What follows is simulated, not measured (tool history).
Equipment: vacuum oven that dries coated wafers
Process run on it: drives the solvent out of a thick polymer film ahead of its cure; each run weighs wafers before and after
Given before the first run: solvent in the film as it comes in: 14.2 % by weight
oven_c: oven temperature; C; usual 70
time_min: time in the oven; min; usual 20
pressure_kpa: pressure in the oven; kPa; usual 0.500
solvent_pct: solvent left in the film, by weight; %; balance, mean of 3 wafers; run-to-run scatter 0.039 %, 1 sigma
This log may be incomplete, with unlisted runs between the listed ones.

run 1 hour=0.0 | oven_c=70 time_min=20 pressure_kpa=0.500 | solvent_pct=1.25
run 2 hour=17.1 | oven_c=70 time_min=20 pressure_kpa=0.500 | solvent_pct=1.24
run 3 hour=48.6 | oven_c=70 time_min=15 pressure_kpa=0.500 | solvent_pct=1.98
run 4 hour=75.6 | oven_c=70 time_min=15 pressure_kpa=0.500 | solvent_pct=1.96
run 5 hour=103.2 | oven_c=70 time_min=20 pressure_kpa=0.500 | solvent_pct=1.20
run 6 hour=125.4 | oven_c=70 time_min=20 pressure_kpa=0.500 | solvent_pct=1.22
run 7 hour=153.2 | oven_c=74 time_min=20 pressure_kpa=0.500 | solvent_pct=0.69
run 8 hour=177.7 | oven_c=70 time_min=20 pressure_kpa=0.500 | solvent_pct=1.64
run 9 hour=200.3 | oven_c=70 time_min=20 pressure_kpa=0.500 | solvent_pct=1.70
run 10 hour=226.7 | oven_c=70 time_min=20 pressure_kpa=0.500 | solvent_pct=1.70
run 11 hour=250.6 | oven_c=70 time_min=20 pressure_kpa=0.500 | solvent_pct=1.61
run 12 hour=277.9 | oven_c=70 time_min=20 pressure_kpa=0.467 | solvent_pct=1.65
run 13 hour=291.6 | oven_c=70 time_min=15 pressure_kpa=0.500 | solvent_pct=2.49
run 14 hour=312.6 | oven_c=78 time_min=13 pressure_kpa=0.337 | solvent_pct=1.00
run 15 hour=328.9 | oven_c=64 time_min=24 pressure_kpa=0.914 | solvent_pct=3.16
run 16 hour=358.5 | oven_c=81 time_min=24 pressure_kpa=1.335 | solvent_pct=0.93
run 17 hour=374.6 | oven_c=57 time_min=20 pressure_kpa=0.500 | solvent_pct=5.65
run 18 hour=401.6 | oven_c=69 time_min=16 pressure_kpa=0.313 | solvent_pct=2.39
run 19 hour=420.5 | oven_c=77 time_min=19 pressure_kpa=0.881 | solvent_pct=0.99
run 20 hour=447.1 | oven_c=77 time_min=19 pressure_kpa=0.881 | solvent_pct=0.96
run 21 hour=460.9 | oven_c=56 time_min=18 pressure_kpa=0.500 | solvent_pct=6.46
run 22 hour=486.2 | oven_c=57 time_min=18 pressure_kpa=0.500 | solvent_pct=6.10
run 23 hour=509.0 | oven_c=61 time_min=20 pressure_kpa=0.374 | solvent_pct=4.08
run 24 hour=526.6 | oven_c=61 time_min=20 pressure_kpa=0.374 | solvent_pct=4.14
run 25 hour=551.1 | oven_c=69 time_min=24 pressure_kpa=0.335 | solvent_pct=1.15
run 26 hour=564.7 | oven_c=73 time_min=20 pressure_kpa=0.810 | solvent_pct=1.26

Taken out of this log: 1 entry between the listed runs. Where each belongs, and how the hidden state differs across it:
In the gap between runs 7 and 8: oven's thermocouples calibrated (hour 170.3)
  true wafer temperature over the reading, C: 2.28 -> -0.08; true pressure over the reading, kPa: 0.016 -> 0.018
  measured result minus the result with no hidden state, solvent_pct: -0.25 -> +0.03 %
